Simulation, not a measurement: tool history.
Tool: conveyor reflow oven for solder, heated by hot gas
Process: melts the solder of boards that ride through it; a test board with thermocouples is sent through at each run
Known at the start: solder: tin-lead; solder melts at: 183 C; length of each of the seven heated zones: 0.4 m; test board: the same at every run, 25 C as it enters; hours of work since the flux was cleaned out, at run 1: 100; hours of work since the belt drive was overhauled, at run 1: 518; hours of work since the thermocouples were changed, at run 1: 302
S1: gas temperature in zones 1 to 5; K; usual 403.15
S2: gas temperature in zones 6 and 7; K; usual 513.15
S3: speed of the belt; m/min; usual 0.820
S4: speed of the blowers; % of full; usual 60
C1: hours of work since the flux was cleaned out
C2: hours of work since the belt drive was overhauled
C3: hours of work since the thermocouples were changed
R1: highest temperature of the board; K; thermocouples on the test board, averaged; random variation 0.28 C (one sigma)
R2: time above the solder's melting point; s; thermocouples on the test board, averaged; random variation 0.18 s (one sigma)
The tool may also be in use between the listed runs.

run 1 hour=0.0 | S1=403.15 S2=513.15 S3=0.820 S4=60 | C1=100 C2=518 C3=302 | R1=491.55 R2=42.4
run 2 hour=34.5 | S1=403.15 S2=513.15 S3=0.820 S4=60 | C1=116 C2=534 C3=318 | R1=491.55 R2=42.6
run 3 hour=66.9 | S1=403.15 S2=513.15 S3=0.820 S4=60 | C1=131 C2=549 C3=333 | R1=491.45 R2=42.2
run 4 hour=96.5 | S1=403.15 S2=513.15 S3=0.820 S4=60 | C1=145 C2=563 C3=347 | R1=491.15 R2=42.3
run 5 hour=125.1 | S1=403.15 S2=513.15 S3=0.820 S4=60 | C1=158 C2=576 C3=360 | R1=491.45 R2=42.1
run 6 hour=155.3 | S1=403.15 S2=513.15 S3=0.820 S4=60 | C1=172 C2=590 C3=374 | R1=490.45 R2=42.4
run 7 hour=188.6 | S1=403.15 S2=513.15 S3=0.766 S4=60 | C1=187 C2=605 C3=389 | R1=493.65 R2=47.0
run 8 hour=218.5 | S1=403.15 S2=513.15 S3=0.820 S4=72 | C1=201 C2=619 C3=403 | R1=494.75 R2=44.8
run 9 hour=249.4 | S1=403.15 S2=513.15 S3=0.820 S4=72 | C1=215 C2=633 C3=418 | R1=494.85 R2=44.9
run 10 hour=274.2 | S1=403.15 S2=513.15 S3=0.820 S4=72 | C1=227 C2=645 C3=429 | R1=494.65 R2=44.8
-- hour=279.9 belt drive overhauled, speed set with a stopwatch
run 11 hour=300.2 | S1=403.15 S2=513.15 S3=0.820 S4=72 | C1=237 C2=9 C3=439 | R1=494.75 R2=44.7
run 12 hour=321.8 | S1=403.15 S2=511.15 S3=0.820 S4=60 | C1=247 C2=19 C3=449 | R1=488.65 R2=41.1
run 13 hour=347.1 | S1=403.15 S2=513.15 S3=0.820 S4=60 | C1=259 C2=31 C3=461 | R1=489.95 R2=41.9
run 14 hour=372.7 | S1=403.15 S2=513.15 S3=0.820 S4=60 | C1=271 C2=43 C3=473 | R1=490.45 R2=41.8
-- hour=390.1 flux residue cleaned out of gas plates and filters
run 15 hour=397.3 | S1=403.15 S2=513.15 S3=0.820 S4=60 | C1=3 C2=52 C3=482 | R1=491.45 R2=42.8
run 16 hour=417.2 | S1=396.15 S2=517.15 S3=0.691 S4=52 | C1=13 C2=61 C3=491 | R1=496.65 R2=53.2
run 17 hour=435.4 | S1=396.15 S2=517.15 S3=0.691 S4=52 | C1=21 C2=69 C3=499 | R1=496.75 R2=53.3
run 18 hour=449.8 | S1=397.15 S2=513.15 S3=0.909 S4=60 | C1=28 C2=76 C3=506 | R1=486.25 R2=33.5
-- hour=469.4 belt drive overhauled, speed set with a stopwatch, once more
run 19 hour=472.0 | S1=388.15 S2=513.15 S3=0.820 S4=84 | C1=36 C2=1 C3=514 | R1=496.15 R2=42.5
run 20 hour=503.0 | S1=388.15 S2=513.15 S3=0.820 S4=84 | C1=50 C2=16 C3=529 | R1=496.05 R2=42.3
run 21 hour=532.1 | S1=403.15 S2=513.15 S3=0.820 S4=68 | C1=64 C2=29 C3=542 | R1=493.25 R2=43.8
run 22 hour=546.9 | S1=403.15 S2=512.15 S3=0.820 S4=60 | C1=71 C2=36 C3=549 | R1=490.45 R2=41.3
run 23 hour=564.7 | S1=403.15 S2=527.15 S3=0.820 S4=70 | C1=79 C2=44 C3=557 | R1=506.35 R2=50.0
run 24 hour=592.1 | S1=405.15 S2=520.15 S3=0.797 S4=54 | C1=91 C2=57 C3=570 | R1=495.85 R2=46.4
run 25 hour=621.8 | S1=407.15 S2=520.15 S3=0.820 S4=60 | C1=105 C2=70 C3=583 | R1=496.95 R2=46.6
run 26 hour=642.9 | S1=403.15 S2=513.15 S3=0.887 S4=64 | C1=115 C2=80 C3=593 | R1=488.85 R2=37.1
run 27 hour=657.4 | S1=403.15 S2=513.15 S3=0.887 S4=64 | C1=122 C2=87 C3=600 | R1=488.35 R2=37.2
run 28 hour=680.7 | S1=403.15 S2=527.15 S3=0.960 S4=70 | C1=132 C2=98 C3=611 | R1=499.65 R2=39.8
run 29 hour=698.5 | S1=403.15 S2=527.15 S3=0.960 S4=70 | C1=140 C2=106 C3=619 | R1=499.85 R2=39.6
run 30 hour=732.0 | S1=403.15 S2=527.15 S3=0.957 S4=83 | C1=156 C2=121 C3=634 | R1=504.05 R2=41.6

4 ways to go on from here, each from the tool as it stands after run 30. What would each give?
run A hour=761.5 | S1=403.15 S2=503.15 S3=0.820 S4=53 | C1=170 C2=135 C3=648 | R1=? R2=?
run B hour=761.5 | S1=403.15 S2=513.15 S3=0.704 S4=51 | C1=170 C2=135 C3=648 | R1=? R2=?
run C hour=761.5 | S1=412.15 S2=513.15 S3=0.820 S4=60 | C1=170 C2=135 C3=648 | R1=? R2=?
run D hour=761.5 | S1=410.15 S2=527.15 S3=0.957 S4=71 | C1=170 C2=135 C3=648 | R1=? R2=?

run=A R1=478.65 R2=32.1
run=B R1=492.55 R2=50.1
run=C R1=491.65 R2=44.5
run=D R1=501.45 R2=42.2
Without the tool's hidden state the same runs would have given:
run=A R1=480.85 R2=34.1
run=B R1=494.75 R2=51.6
run=C R1=493.95 R2=45.8
run=D R1=504.15 R2=43.2
